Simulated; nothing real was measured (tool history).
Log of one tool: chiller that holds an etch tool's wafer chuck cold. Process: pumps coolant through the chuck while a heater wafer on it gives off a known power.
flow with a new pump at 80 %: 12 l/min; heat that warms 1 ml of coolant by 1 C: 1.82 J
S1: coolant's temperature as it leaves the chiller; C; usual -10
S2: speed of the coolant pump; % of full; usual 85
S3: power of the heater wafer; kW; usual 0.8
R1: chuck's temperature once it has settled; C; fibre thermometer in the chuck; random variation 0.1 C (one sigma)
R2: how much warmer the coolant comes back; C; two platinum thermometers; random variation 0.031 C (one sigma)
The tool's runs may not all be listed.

run 1 day=0 | S1=-10 S2=85 S3=0.8 | R1=-3.8 R2=2.21
run 2 day=8.462 | S1=-10 S2=85 S3=0.8 | R1=-3.7 R2=2.22
run 3 day=14.567 | S1=-10 S2=85 S3=0.8 | R1=-3.7 R2=2.18
run 4 day=19.7 | S1=-10 S2=85 S3=0.8 | R1=-3.7 R2=2.28
run 5 day=26.892 | S1=-10 S2=85 S3=0.8 | R1=-3.7 R2=2.3
run 6 day=35.85 | S1=-13 S2=85 S3=0.69 | R1=-7.4 R2=1.95
run 7 day=41.933 | S1=-13 S2=85 S3=0.69 | R1=-7.5 R2=1.99
run 8 day=47.033 | S1=-9 S2=77 S3=0.69 | R1=-3 R2=2.17
run 9 day=55.038 | S1=-19 S2=68 S3=0.464 | R1=-14.8 R2=1.7
run 10 day=59.179 | S1=-19 S2=68 S3=0.464 | R1=-14.8 R2=1.64

4 ways to go on from here, each from the tool as it stands after run 10. What would each give?
run A day=65.075 | S1=-19 S2=68 S3=0.459 | R1=? R2=?
run B day=65.075 | S1=0 S2=68 S3=0.584 | R1=? R2=?
run C day=65.075 | S1=-15 S2=69 S3=0.884 | R1=? R2=?
run D day=65.075 | S1=-4 S2=71 S3=1.072 | R1=? R2=?

run=A R1=-14.7 R2=1.63
run=B R1=5.1 R2=2.09
run=C R1=-6.8 R2=3.12
run=D R1=5.9 R2=3.7
Without the tool's hidden state the same runs would have given:
run=A R1=-15.4 R2=1.47
run=B R1=4.2 R2=1.88
run=C R1=-8.4 R2=2.81
run=D R1=4 R2=3.33
